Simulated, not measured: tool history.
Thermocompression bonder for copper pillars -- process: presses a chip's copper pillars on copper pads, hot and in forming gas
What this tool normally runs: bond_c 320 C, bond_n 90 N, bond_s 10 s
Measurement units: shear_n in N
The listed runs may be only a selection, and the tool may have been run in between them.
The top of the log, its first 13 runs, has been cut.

| run | day | bond_c | bond_n | bond_s | hours of work since the heater was calibrated | hours of work since the force cell was calibrated | hours of work since the gas filter was changed | shear_n |
|---|---|---|---|---|---|---|---|---|
| 14 | 6.929 | 320 | 90 | 10 | 642 | 431 | 90 | 104.2 |
| 15 | 7.283 | 320 | 90 | 17 | 649 | 437 | 97 | 118.4 |
| 16 | 7.921 | 318 | 90 | 24 | 661 | 449 | 109 | 127.3 |
| 17 | 8.271 | 311 | 87 | 16 | 667 | 456 | 115 | 107.8 |
| 18 | 8.683 | 311 | 87 | 16 | 675 | 463 | 123 | 108.2 |
| 19 | 9.025 | 320 | 94 | 7 | 681 | 470 | 129 | 97.7 |
| 20 | 9.671 | 339 | 77 | 7 | 693 | 482 | 141 | 95.5 |
| 21 | 10.388 | 342 | 110 | 10 | 706 | 495 | 155 | 136.3 |
| 22 | 11.012 | 309 | 120 | 17 | 718 | 507 | 166 | 134.6 |
| 23 | 11.471 | 348 | 130 | 10 | 727 | 515 | 175 | 148.2 |
| 24 | 11.762 | 316 | 74 | 25 | 732 | 521 | 180 | 112.6 |
| 25 | 12.388 | 316 | 90 | 8 | 744 | 532 | 192 | 95.3 |
|  | 12.546 | gauge calibrated |
| 26 | 13.058 | 316 | 68 | 8 | 756 | 545 | 204 | 70.5 |
| 27 | 13.475 | 320 | 101 | 10 | 764 | 553 | 212 | 112 |
| 28 | 13.779 | 323 | 124 | 18 | 770 | 558 | 218 | 143.2 |
| 29 | 14.067 | 307 | 124 | 5 | 775 | 564 | 223 | 98.5 |
|  | 14.321 | forming gas filter changed |
| 30 | 14.771 | 306 | 121 | 11 | 788 | 576 | 8 | 118.3 |

5 options for the next run, each taken on its own from the tool as it stands now. Forecast them:
| A | 15.229 | 306 | 87 | 16 | 796 | 585 | 17 | ? |
| B | 15.229 | 320 | 90 | 20 | 796 | 585 | 17 | ? |
| C | 15.229 | 338 | 127 | 10 | 796 | 585 | 17 | ? |
| D | 15.229 | 320 | 57 | 22 | 796 | 585 | 17 | ? |
| E | 15.229 | 336 | 90 | 9 | 796 | 585 | 17 | ? |

| run | shear_n |
|---|---|
| A | 102.6 |
| B | 122.3 |
| C | 140.3 |
| D | 87.9 |
| E | 112.1 |
The same runs, with their run-to-run variation unchanged, on a tool lacking any hidden condition would have given:
| run | shear_n |
|---|---|
| A | 102 |
| B | 121.6 |
| C | 139.5 |
| D | 87.4 |
| E | 111.4 |

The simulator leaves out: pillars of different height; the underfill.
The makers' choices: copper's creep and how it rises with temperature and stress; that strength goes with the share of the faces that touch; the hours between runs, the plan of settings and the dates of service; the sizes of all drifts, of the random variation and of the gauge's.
